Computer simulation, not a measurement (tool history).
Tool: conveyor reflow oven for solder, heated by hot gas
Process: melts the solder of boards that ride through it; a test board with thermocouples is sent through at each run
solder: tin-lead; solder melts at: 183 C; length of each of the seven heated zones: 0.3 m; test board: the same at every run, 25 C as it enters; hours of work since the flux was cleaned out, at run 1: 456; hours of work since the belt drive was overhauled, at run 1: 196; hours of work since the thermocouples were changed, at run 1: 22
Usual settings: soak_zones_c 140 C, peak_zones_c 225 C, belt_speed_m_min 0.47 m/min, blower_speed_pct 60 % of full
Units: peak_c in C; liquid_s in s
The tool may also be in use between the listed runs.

run	hour	soak_zones_c	peak_zones_c	belt_speed_m_min	blower_speed_pct	hours of work since the flux was cleaned out	hours of work since the belt drive was overhauled	hours of work since the thermocouples were changed	peak_c	liquid_s
1	0	140	225	0.47	60	456	196	22	202.9	41.6
2	8.1	140	225	0.47	60	463	202	28	202.7	42
3	14.6	140	225	0.47	60	468	207	34	202.8	41.3
# hour 22.9: flux residue cleaned out of gas plates and filters
4	26.6	140	225	0.47	60	3	213	39	203	42.1
5	38.9	140	225	0.47	60	13	223	49	203	41.9
6	46.7	140	225	0.47	60	19	229	55	202.9	41.9
7	58.7	140	225	0.47	84	29	238	65	209	50.6
8	70.8	140	225	0.47	60	38	248	74	202.7	42
9	81	140	225	0.427	60	46	256	83	206.1	51.9
10	93	140	225	0.427	60	56	266	92	206.2	51.5
11	103.2	133	225	0.47	60	64	274	100	201	36.8
12	109.8	154	225	0.408	60	70	279	106	210.5	66.6
13	118.6	154	225	0.408	60	77	286	113	210.3	66.6
14	124.5	140	219	0.39	63	81	291	117	204.5	55.7
15	136.3	140	229	0.47	60	91	301	127	206	45.6
16	146.9	140	229	0.47	60	99	309	135	206	45.5
17	155.7	140	229	0.47	60	106	316	142	206.2	45.7
18	162.2	150	225	0.486	60	111	321	148	204.3	45.7
19	172.6	140	237	0.512	76	120	330	156	213.7	49.6
20	179.2	140	237	0.507	77	125	335	161	214.5	50.4
21	186.3	140	237	0.507	77	131	341	167	214.4	50.5

5 ways to go on from here, each from the tool as it stands after run 21. What would each give?
A	192.6	134	229	0.47	60	136	346	172	?	?
B	192.6	140	225	0.47	68	136	346	172	?	?
C	192.6	135	237	0.507	77	136	346	172	?	?
D	192.6	140	237	0.535	77	136	346	172	?	?
E	192.6	139	215	0.431	60	136	346	172	?	?

run	peak_c	liquid_s
A	204.6	42.4
B	205.1	45.6
C	213.3	47.5
D	212.7	45.5
E	197.7	38.3
Without the tool's hidden state the same runs would have given:
run	peak_c	liquid_s
A	204.6	42.4
B	205.2	45.6
C	213.4	47.5
D	212.7	45.5
E	197.7	38.4
